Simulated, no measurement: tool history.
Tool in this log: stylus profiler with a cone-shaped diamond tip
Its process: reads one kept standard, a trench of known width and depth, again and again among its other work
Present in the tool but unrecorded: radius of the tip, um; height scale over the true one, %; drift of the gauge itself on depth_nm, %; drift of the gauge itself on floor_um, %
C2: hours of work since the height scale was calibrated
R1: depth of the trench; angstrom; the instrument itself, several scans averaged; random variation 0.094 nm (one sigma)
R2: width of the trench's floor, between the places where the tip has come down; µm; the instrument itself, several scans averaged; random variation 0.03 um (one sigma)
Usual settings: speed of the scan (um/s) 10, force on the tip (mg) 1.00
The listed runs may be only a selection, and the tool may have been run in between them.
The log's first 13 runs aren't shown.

run 14 day=5.442 | speed_of_the_scan_(um/s)=10 force_on_the_tip_(mg)=1.19 | scans_with_this_tip=7643 C2=618 | R1=5037.4 R2=46.32
run 15 day=5.825 | speed_of_the_scan_(um/s)=8 force_on_the_tip_(mg)=1.19 | scans_with_this_tip=7704 C2=623 | R1=5037.8 R2=46.34
run 16 day=6.121 | speed_of_the_scan_(um/s)=10 force_on_the_tip_(mg)=1.00 | scans_with_this_tip=7751 C2=627 | R1=5034.1 R2=46.31
run 17 day=6.696 | speed_of_the_scan_(um/s)=10 force_on_the_tip_(mg)=1.00 | scans_with_this_tip=7842 C2=635 | R1=5034.7 R2=46.31
run 18 day=7.288 | speed_of_the_scan_(um/s)=10 force_on_the_tip_(mg)=1.00 | scans_with_this_tip=7936 C2=642 | R1=5034.4 R2=46.32
run 19 day=7.733 | speed_of_the_scan_(um/s)=10 force_on_the_tip_(mg)=1.00 | scans_with_this_tip=8007 C2=648 | R1=5034.6 R2=46.24
run 20 day=8.292 | speed_of_the_scan_(um/s)=7 force_on_the_tip_(mg)=1.71 | scans_with_this_tip=8096 C2=655 | R1=5044.1 R2=46.29
run 21 day=8.679 | speed_of_the_scan_(um/s)=4 force_on_the_tip_(mg)=0.41 | scans_with_this_tip=8157 C2=660 | R1=5025.8 R2=46.30
run 22 day=9.112 | speed_of_the_scan_(um/s)=34 force_on_the_tip_(mg)=0.46 | scans_with_this_tip=8226 C2=666 | R1=5027.9 R2=45.91
run 23 day=9.488 | speed_of_the_scan_(um/s)=4 force_on_the_tip_(mg)=0.40 | scans_with_this_tip=8285 C2=670 | R1=5026.5 R2=46.24
run 24 day=9.771 | speed_of_the_scan_(um/s)=9 force_on_the_tip_(mg)=0.86 | scans_with_this_tip=8330 C2=674 | R1=5034.3 R2=46.23
run 25 day=10.104 | speed_of_the_scan_(um/s)=9 force_on_the_tip_(mg)=0.86 | scans_with_this_tip=8383 C2=678 | R1=5033.9 R2=46.23
run 26 day=10.388 | speed_of_the_scan_(um/s)=9 force_on_the_tip_(mg)=0.69 | scans_with_this_tip=8428 C2=682 | R1=5029.8 R2=46.18
run 27 day=10.858 | speed_of_the_scan_(um/s)=6 force_on_the_tip_(mg)=1.35 | scans_with_this_tip=8503 C2=688 | R1=5039.7 R2=46.27
run 28 day=11.312 | speed_of_the_scan_(um/s)=16 force_on_the_tip_(mg)=1.08 | scans_with_this_tip=8575 C2=694 | R1=5038.6 R2=46.17
run 29 day=11.783 | speed_of_the_scan_(um/s)=18 force_on_the_tip_(mg)=2.14 | scans_with_this_tip=8650 C2=700 | R1=5049.3 R2=46.19
run 30 day=12.146 | speed_of_the_scan_(um/s)=16 force_on_the_tip_(mg)=2.14 | scans_with_this_tip=8707 C2=704 | R1=5050.9 R2=46.23
run 31 day=12.721 | speed_of_the_scan_(um/s)=2 force_on_the_tip_(mg)=0.63 | scans_with_this_tip=8799 C2=712 | R1=5029.3 R2=46.22

Forecast each of these 4 alternatives for the next run:
run A day=13.342 | speed_of_the_scan_(um/s)=15 force_on_the_tip_(mg)=1.50 | scans_with_this_tip=8897 C2=720 | R1=? R2=?
run B day=13.342 | speed_of_the_scan_(um/s)=10 force_on_the_tip_(mg)=2.88 | scans_with_this_tip=8897 C2=720 | R1=? R2=?
run C day=13.342 | speed_of_the_scan_(um/s)=4 force_on_the_tip_(mg)=0.51 | scans_with_this_tip=8897 C2=720 | R1=? R2=?
run D day=13.342 | speed_of_the_scan_(um/s)=15 force_on_the_tip_(mg)=0.44 | scans_with_this_tip=8897 C2=720 | R1=? R2=?

run=A R1=5042.0 R2=46.08
run=B R1=5057.3 R2=46.17
run=C R1=5029.6 R2=46.18
run=D R1=5029.2 R2=46.04
What these runs would have given with no unlogged condition in the tool:
run=A R1=5025.1 R2=47.20
run=B R1=5040.4 R2=47.29
run=C R1=5012.8 R2=47.30
run=D R1=5012.4 R2=47.16

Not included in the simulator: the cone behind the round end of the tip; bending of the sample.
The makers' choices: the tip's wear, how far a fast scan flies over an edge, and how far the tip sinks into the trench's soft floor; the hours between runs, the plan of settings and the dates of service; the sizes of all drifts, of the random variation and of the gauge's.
